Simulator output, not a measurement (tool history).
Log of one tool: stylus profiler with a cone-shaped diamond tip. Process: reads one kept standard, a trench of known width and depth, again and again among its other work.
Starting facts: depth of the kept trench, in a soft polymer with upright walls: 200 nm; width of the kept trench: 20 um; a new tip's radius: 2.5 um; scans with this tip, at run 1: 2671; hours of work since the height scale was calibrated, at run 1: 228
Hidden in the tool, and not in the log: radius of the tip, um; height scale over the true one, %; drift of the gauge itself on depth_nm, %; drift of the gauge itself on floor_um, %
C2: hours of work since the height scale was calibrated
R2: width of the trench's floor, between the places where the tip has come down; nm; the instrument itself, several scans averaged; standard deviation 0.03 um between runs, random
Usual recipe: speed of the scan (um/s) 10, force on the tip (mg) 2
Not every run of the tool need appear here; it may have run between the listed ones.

{"run": 1, "day": 0.0, "speed of the scan (um/s)": 10, "force on the tip (mg)": 2, "scans with this tip": 2671, "C2": 228, "depth of the trench (Å)": 2017.8, "R2": 18020}
{"run": 2, "day": 1.804, "speed of the scan (um/s)": 10, "force on the tip (mg)": 2, "scans with this tip": 2876, "C2": 246, "depth of the trench (Å)": 2017.7, "R2": 18000}
{"run": 3, "day": 3.579, "speed of the scan (um/s)": 10, "force on the tip (mg)": 2, "scans with this tip": 3078, "C2": 263, "depth of the trench (Å)": 2018, "R2": 17970}
{"run": 4, "day": 5.258, "speed of the scan (um/s)": 10, "force on the tip (mg)": 2, "scans with this tip": 3269, "C2": 280, "depth of the trench (Å)": 2018.9, "R2": 18010}
{"run": 5, "day": 7.067, "speed of the scan (um/s)": 10, "force on the tip (mg)": 2, "scans with this tip": 3475, "C2": 297, "depth of the trench (Å)": 2018.8, "R2": 17930}
{"run": 6, "day": 8.283, "speed of the scan (um/s)": 10, "force on the tip (mg)": 0.97, "scans with this tip": 3613, "C2": 309, "depth of the trench (Å)": 2011.7, "R2": 17970}
{"run": 7, "day": 10.029, "speed of the scan (um/s)": 10, "force on the tip (mg)": 2, "scans with this tip": 3811, "C2": 326, "depth of the trench (Å)": 2019.4, "R2": 18020}
{"run": 8, "day": 11.712, "speed of the scan (um/s)": 16, "force on the tip (mg)": 2, "scans with this tip": 4003, "C2": 342, "depth of the trench (Å)": 2018, "R2": 17960}
{"run": 9, "day": 13.179, "speed of the scan (um/s)": 16, "force on the tip (mg)": 2, "scans with this tip": 4169, "C2": 356, "depth of the trench (Å)": 2017, "R2": 17960}
{"run": 10, "day": 14.121, "speed of the scan (um/s)": 16, "force on the tip (mg)": 2, "scans with this tip": 4276, "C2": 366, "depth of the trench (Å)": 2019.6, "R2": 17970}
{"run": 11, "day": 15.892, "speed of the scan (um/s)": 16, "force on the tip (mg)": 2, "scans with this tip": 4478, "C2": 383, "depth of the trench (Å)": 2018.8, "R2": 17980}
{"run": 12, "day": 17.508, "speed of the scan (um/s)": 16, "force on the tip (mg)": 2, "scans with this tip": 4661, "C2": 399, "depth of the trench (Å)": 2017.3, "R2": 17970}
{"run": 13, "day": 18.538, "speed of the scan (um/s)": 10, "force on the tip (mg)": 2, "scans with this tip": 4779, "C2": 409, "depth of the trench (Å)": 2017, "R2": 17980}
{"run": 14, "day": 20.262, "speed of the scan (um/s)": 10, "force on the tip (mg)": 2, "scans with this tip": 4975, "C2": 425, "depth of the trench (Å)": 2017.2, "R2": 17950}
{"run": 15, "day": 21.375, "speed of the scan (um/s)": 10, "force on the tip (mg)": 2, "scans with this tip": 5101, "C2": 436, "depth of the trench (Å)": 2017.7, "R2": 17990}
{"run": 16, "day": 23.183, "speed of the scan (um/s)": 5, "force on the tip (mg)": 5.99, "scans with this tip": 5307, "C2": 454, "depth of the trench (Å)": 2039.4, "R2": 18040}
{"run": 17, "day": 24.921, "speed of the scan (um/s)": 4, "force on the tip (mg)": 5.84, "scans with this tip": 5504, "C2": 471, "depth of the trench (Å)": 2037.5, "R2": 18030}
{"run": 18, "day": 26.967, "speed of the scan (um/s)": 8, "force on the tip (mg)": 1.9, "scans with this tip": 5737, "C2": 491, "depth of the trench (Å)": 2017, "R2": 18000}
{"run": 19, "day": 28.833, "speed of the scan (um/s)": 10, "force on the tip (mg)": 4.36, "scans with this tip": 5949, "C2": 509, "depth of the trench (Å)": 2030, "R2": 18000}
{"run": 20, "day": 30.771, "speed of the scan (um/s)": 10, "force on the tip (mg)": 4.36, "scans with this tip": 6169, "C2": 528, "depth of the trench (Å)": 2031.5, "R2": 18000}
{"run": 21, "day": 32.75, "speed of the scan (um/s)": 3, "force on the tip (mg)": 2.13, "scans with this tip": 6394, "C2": 547, "depth of the trench (Å)": 2018.5, "R2": 18020}
{"run": 22, "day": 34.404, "speed of the scan (um/s)": 3, "force on the tip (mg)": 2.13, "scans with this tip": 6582, "C2": 563, "depth of the trench (Å)": 2017.9, "R2": 18060}
{"run": 23, "day": 35.929, "speed of the scan (um/s)": 8, "force on the tip (mg)": 3.91, "scans with this tip": 6755, "C2": 578, "depth of the trench (Å)": 2031.1, "R2": 17980}
{"run": 24, "day": 37.3, "speed of the scan (um/s)": 5, "force on the tip (mg)": 3.56, "scans with this tip": 6911, "C2": 591, "depth of the trench (Å)": 2028.5, "R2": 17990}
{"run": 25, "day": 39.45, "speed of the scan (um/s)": 5, "force on the tip (mg)": 3.56, "scans with this tip": 7156, "C2": 612, "depth of the trench (Å)": 2027.3, "R2": 18030}
{"run": 26, "day": 41.321, "speed of the scan (um/s)": 5, "force on the tip (mg)": 3.56, "scans with this tip": 7368, "C2": 630, "depth of the trench (Å)": 2026.8, "R2": 18010}

Each row is a separate what-if for the run after 26, all from the same tool condition, not one after another. Results?
{"run": "A", "day": 42.646, "speed of the scan (um/s)": 33, "force on the tip (mg)": 5.56, "scans with this tip": 7519, "C2": 643, "depth of the trench (Å)": "?", "R2": "?"}
{"run": "B", "day": 42.646, "speed of the scan (um/s)": 5, "force on the tip (mg)": 5.96, "scans with this tip": 7519, "C2": 643, "depth of the trench (Å)": "?", "R2": "?"}
{"run": "C", "day": 42.646, "speed of the scan (um/s)": 27, "force on the tip (mg)": 2, "scans with this tip": 7519, "C2": 643, "depth of the trench (Å)": "?", "R2": "?"}
{"run": "D", "day": 42.646, "speed of the scan (um/s)": 15, "force on the tip (mg)": 1.3, "scans with this tip": 7519, "C2": 643, "depth of the trench (Å)": "?", "R2": "?"}

run=A depth_of_the_trench_(Å)=2036.8 R2=17920
run=B depth_of_the_trench_(Å)=2038.5 R2=18010
run=C depth_of_the_trench_(Å)=2018 R2=17900
run=D depth_of_the_trench_(Å)=2012.7 R2=17980
Take away the tool's hidden state, keep each run's random variation, and the runs would have read:
run=A depth_of_the_trench_(Å)=2036.7 R2=17940
run=B depth_of_the_trench_(Å)=2038.4 R2=18030
run=C depth_of_the_trench_(Å)=2018 R2=17920
run=D depth_of_the_trench_(Å)=2012.6 R2=17990
